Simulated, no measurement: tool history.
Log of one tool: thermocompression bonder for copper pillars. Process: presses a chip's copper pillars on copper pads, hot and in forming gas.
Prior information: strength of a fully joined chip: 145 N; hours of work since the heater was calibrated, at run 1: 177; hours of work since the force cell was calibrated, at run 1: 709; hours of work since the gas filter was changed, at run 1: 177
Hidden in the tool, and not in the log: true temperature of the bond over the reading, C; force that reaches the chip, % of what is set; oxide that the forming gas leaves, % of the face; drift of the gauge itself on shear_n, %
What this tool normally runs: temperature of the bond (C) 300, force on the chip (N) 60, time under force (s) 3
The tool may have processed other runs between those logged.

run    hour  temperature of the bond (C)  force on the chip (N)  time under force (s)  hours of work since the heater was calibrated  hours of work since the force cell was calibrated  hours of work since the gas filter was changed  force that shears a chip off (N)
  1     0.0                          300                     60                     3                                            177                                                709                                             177                              84.2
  2    38.5                          300                     60                     3                                            206                                                738                                             206                              83.3
  3    96.1                          300                     60                     3                                            249                                                782                                             249                              84.4
  4   151.6                          300                     60                     3                                            292                                                824                                             292                              83.5
      178.7  -- forming gas filter changed
  5   240.5                          300                     60                     3                                            359                                                891                                              47                              84.1
  6   286.0                          300                     81                     3                                            393                                                926                                              81                              95.2
  7   354.6                          300                     42                     3                                            445                                                978                                             133                              72.2
  8   413.6                          300                     60                     2                                            490                                               1023                                             178                              73.5
  9   502.3                          300                     60                     3                                            557                                               1090                                             245                              84.6
      540.2  -- heater calibrated with a thermocouple chip
 10   576.6                          300                     60                     3                                             28                                               1145                                             300                              84.8
      591.6  -- forming gas filter changed
 11   648.8                          300                     60                     3                                             82                                               1199                                              43                              84.4
 12   715.7                          300                     60                     3                                            133                                               1250                                              94                              84.6
 13   763.8                          300                     60                     3                                            169                                               1286                                             131                              85.7
 14   812.6                          300                     60                     3                                            206                                               1323                                             168                              86.1
 15   860.8                          300                     60                     3                                            243                                               1360                                             204                              85.1
 16   937.8                          300                     48                     3                                            301                                               1418                                             263                              77.6
     1002.0  -- forming gas filter changed
 17  1016.4                          300                     48                     3                                            360                                               1477                                              11                              78.4
 18  1064.1                          300                     48                     3                                            397                                               1514                                              47                              77.8
 19  1129.8                          300                     48                     3                                            446                                               1563                                              97                              78.2
 20  1218.2                          300                     48                     3                                            513                                               1630                                             164                              78.4
     1274.5  -- gauge calibrated
 21  1291.4                          272                     61                     5                                            569                                               1686                                             220                              80.9
     1316.0  -- heater calibrated with a thermocouple chip
 22  1354.9                          272                     61                     5                                             29                                               1733                                             266                              80.2
 23  1408.4                          272                     81                     5                                             70                                               1773                                             307                              90.5
     1415.5  -- forming gas filter changed
 24  1461.3                          310                     85                     4                                            110                                               1813                                              35                             108.4
 25  1530.6                          274                     41                     4                                            162                                               1865                                              87                              64.4
     1568.3  -- force cell calibrated
 26  1575.4                          274                     50                     2                                            195                                                  5                                             120                              54.3
 27  1619.5                          274                     50                     2                                            229                                                 39                                             154                              54.8
 28  1704.6                          314                     47                     3                                            293                                                103                                             218                              84.1
 29  1777.3                          300                     53                     3                                            348                                                159                                             273                              80.6
     1828.2  -- forming gas filter changed
 30  1856.3                          290                     44                     6                                            408                                                218                                              21                              86.8
 31  1902.6                          308                     44                     8                                            443                                                253                                              56                             105.2
 32  1983.6                          329                     43                     2                                            504                                                315                                             118                              78.6
 33  2046.9                          329                     43                     2                                            552                                                363                                             166                              79.0
     2090.5  -- heater calibrated with a thermocouple chip
 34  2099.3                          310                     56                     3                                              7                                                401                                             204                              88.2
 35  2149.8                          272                     65                     3                                             45                                                439                                             242                              71.2
     2183.7  -- gauge calibrated
 36  2230.2                          272                     65                     3                                            106                                                500                                             303                              70.9
     2245.7  -- forming gas filter changed
 37  2278.4                          300                     42                     2                                            142                                                536                                              25                              62.8
 38  2368.3                          279                     84                     2                                            210                                                604                                              93                              73.1
 39  2452.3                          279                     84                     2                                            274                                                668                                             157                              73.5
 40  2494.1                          279                     72                     6                                            306                                                700                                             188                              96.5

Forecast each of these 3 alternatives for the next run:
  A  2582.3                          279                     60                     2                                            373                                                767                                             255                                 ?
  B  2582.3                          288                     45                     7                                            373                                                767                                             255                                 ?
  C  2582.3                          300                     38                     3                                            373                                                767                                             255                                 ?

run  force that shears a chip off (N)
  A                              62.9
  B                              90.2
  C                              68.8
Without the tool's hidden state the same runs would have given:
run  force that shears a chip off (N)
  A                              62.6
  B                              89.6
  C                              68.4

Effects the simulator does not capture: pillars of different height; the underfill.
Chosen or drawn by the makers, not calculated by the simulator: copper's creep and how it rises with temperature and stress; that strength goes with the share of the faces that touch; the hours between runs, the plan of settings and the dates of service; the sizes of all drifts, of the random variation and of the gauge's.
